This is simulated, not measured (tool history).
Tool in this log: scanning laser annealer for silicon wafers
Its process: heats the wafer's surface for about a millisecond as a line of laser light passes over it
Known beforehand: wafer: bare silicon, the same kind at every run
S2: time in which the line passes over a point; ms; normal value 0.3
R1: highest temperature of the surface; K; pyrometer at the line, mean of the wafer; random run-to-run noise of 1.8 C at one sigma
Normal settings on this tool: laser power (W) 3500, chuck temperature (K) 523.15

{"run": 1, "hour": 0.0, "laser power (W)": 3500, "S2": 0.3, "chuck temperature (K)": 523.15, "R1": 1245.15}
{"run": 2, "hour": 12.0, "laser power (W)": 3500, "S2": 0.3, "chuck temperature (K)": 523.15, "R1": 1244.15}
{"run": 3, "hour": 29.3, "laser power (W)": 3500, "S2": 0.3, "chuck temperature (K)": 523.15, "R1": 1245.15}
{"run": 4, "hour": 44.8, "laser power (W)": 3500, "S2": 0.3, "chuck temperature (K)": 523.15, "R1": 1254.15}
{"run": 5, "hour": 56.7, "laser power (W)": 3500, "S2": 0.3, "chuck temperature (K)": 523.15, "R1": 1258.15}
{"run": 6, "hour": 71.3, "laser power (W)": 3500, "S2": 0.3, "chuck temperature (K)": 523.15, "R1": 1253.15}
{"run": 7, "hour": 86.2, "laser power (W)": 3500, "S2": 0.3, "chuck temperature (K)": 523.15, "R1": 1258.15}
{"run": 8, "hour": 97.1, "laser power (W)": 3088, "S2": 0.3, "chuck temperature (K)": 523.15, "R1": 1161.15}
{"run": 9, "hour": 112.7, "laser power (W)": 3406, "S2": 0.3, "chuck temperature (K)": 523.15, "R1": 1233.15}
{"run": 10, "hour": 129.6, "laser power (W)": 3406, "S2": 0.3, "chuck temperature (K)": 523.15, "R1": 1231.15}
{"run": 11, "hour": 141.8, "laser power (W)": 3406, "S2": 0.3, "chuck temperature (K)": 523.15, "R1": 1234.15}
{"run": 12, "hour": 157.9, "laser power (W)": 3406, "S2": 0.3, "chuck temperature (K)": 523.15, "R1": 1232.15}
{"run": 13, "hour": 169.1, "laser power (W)": 3406, "S2": 0.3, "chuck temperature (K)": 523.15, "R1": 1229.15}
{"run": 14, "hour": 184.5, "laser power (W)": 3347, "S2": 0.3, "chuck temperature (K)": 523.15, "R1": 1214.15}
{"run": 15, "hour": 196.3, "laser power (W)": 3347, "S2": 0.3, "chuck temperature (K)": 523.15, "R1": 1218.15}
{"run": 16, "hour": 203.3, "laser power (W)": 3500, "S2": 0.3, "chuck temperature (K)": 523.15, "R1": 1254.15}
{"run": 17, "hour": 211.5, "laser power (W)": 3500, "S2": 0.3, "chuck temperature (K)": 523.15, "R1": 1254.15}
{"run": 18, "hour": 226.3, "laser power (W)": 3500, "S2": 0.3, "chuck temperature (K)": 523.15, "R1": 1253.15}
{"run": 19, "hour": 236.4, "laser power (W)": 3500, "S2": 0.3, "chuck temperature (K)": 509.15, "R1": 1238.15}
{"run": 20, "hour": 244.4, "laser power (W)": 3204, "S2": 0.3, "chuck temperature (K)": 522.15, "R1": 1180.15}
{"run": 21, "hour": 255.5, "laser power (W)": 3080, "S2": 0.372, "chuck temperature (K)": 523.15, "R1": 1230.15}
{"run": 22, "hour": 269.1, "laser power (W)": 3080, "S2": 0.251, "chuck temperature (K)": 500.15, "R1": 1072.15}
{"run": 23, "hour": 283.4, "laser power (W)": 3080, "S2": 0.251, "chuck temperature (K)": 500.15, "R1": 1072.15}
{"run": 24, "hour": 296.2, "laser power (W)": 3080, "S2": 0.251, "chuck temperature (K)": 500.15, "R1": 1073.15}
{"run": 25, "hour": 308.1, "laser power (W)": 3080, "S2": 0.251, "chuck temperature (K)": 500.15, "R1": 1071.15}
{"run": 26, "hour": 323.2, "laser power (W)": 3080, "S2": 0.251, "chuck temperature (K)": 500.15, "R1": 1073.15}
{"run": 27, "hour": 337.7, "laser power (W)": 3162, "S2": 0.33, "chuck temperature (K)": 494.15, "R1": 1181.15}
{"run": 28, "hour": 357.4, "laser power (W)": 3162, "S2": 0.33, "chuck temperature (K)": 494.15, "R1": 1190.15}
{"run": 29, "hour": 373.9, "laser power (W)": 3471, "S2": 0.218, "chuck temperature (K)": 562.15, "R1": 1180.15}
{"run": 30, "hour": 389.8, "laser power (W)": 3471, "S2": 0.289, "chuck temperature (K)": 505.15, "R1": 1222.15}
{"run": 31, "hour": 405.5, "laser power (W)": 3674, "S2": 0.3, "chuck temperature (K)": 496.15, "R1": 1275.15}
{"run": 32, "hour": 418.6, "laser power (W)": 3647, "S2": 0.308, "chuck temperature (K)": 511.15, "R1": 1295.15}
{"run": 33, "hour": 435.7, "laser power (W)": 3647, "S2": 0.308, "chuck temperature (K)": 511.15, "R1": 1297.15}
{"run": 34, "hour": 452.5, "laser power (W)": 3647, "S2": 0.308, "chuck temperature (K)": 511.15, "R1": 1294.15}
{"run": 35, "hour": 469.5, "laser power (W)": 3647, "S2": 0.308, "chuck temperature (K)": 511.15, "R1": 1298.15}
{"run": 36, "hour": 477.1, "laser power (W)": 3647, "S2": 0.308, "chuck temperature (K)": 511.15, "R1": 1292.15}
{"run": 37, "hour": 487.5, "laser power (W)": 3647, "S2": 0.308, "chuck temperature (K)": 511.15, "R1": 1293.15}

Put back what was entered between runs (4 entries, withheld): which listed runs does each sit between, and how does the hidden state differ from the listed run before to the listed run after?
Between runs 3 and 4: window over the wafer cleaned (hour 38.6)
  light that passes the window, % of a clean one's: 98 -> 99.64; width of the line over the set one, %: 2.48 -> 2.51
  difference, measured minus the result without the unlogged condition, R1: -30 -> -16 K
Between runs 21 and 22: laser's power meter calibrated (hour 259.7)
  light that passes the window, % of a clean one's: 99.33 -> 99.31; laser's true power over the reading, %: -0.41 -> -0.55; width of the line over the set one, %: 2.94 -> 2.97
  difference, measured minus the result without the unlogged condition, R1: -21 -> -18 K
Between runs 23 and 24: laser's power meter calibrated, once more (hour 287.9)
  light that passes the window, % of a clean one's: 99.29 -> 99.28; laser's true power over the reading, %: -0.55 -> -0.26; width of the line over the set one, %: 2.99 -> 3.01
  difference, measured minus the result without the unlogged condition, R1: -18 -> -17 K
Between runs 27 and 28: optics aligned, line set to its width (hour 355)
  light that passes the window, % of a clean one's: 99.22 -> 99.2; laser's true power over the reading, %: -0.28 -> -0.29; width of the line over the set one, %: 3.1 -> 0.18
  difference, measured minus the result without the unlogged condition, R1: -21 -> -9 K

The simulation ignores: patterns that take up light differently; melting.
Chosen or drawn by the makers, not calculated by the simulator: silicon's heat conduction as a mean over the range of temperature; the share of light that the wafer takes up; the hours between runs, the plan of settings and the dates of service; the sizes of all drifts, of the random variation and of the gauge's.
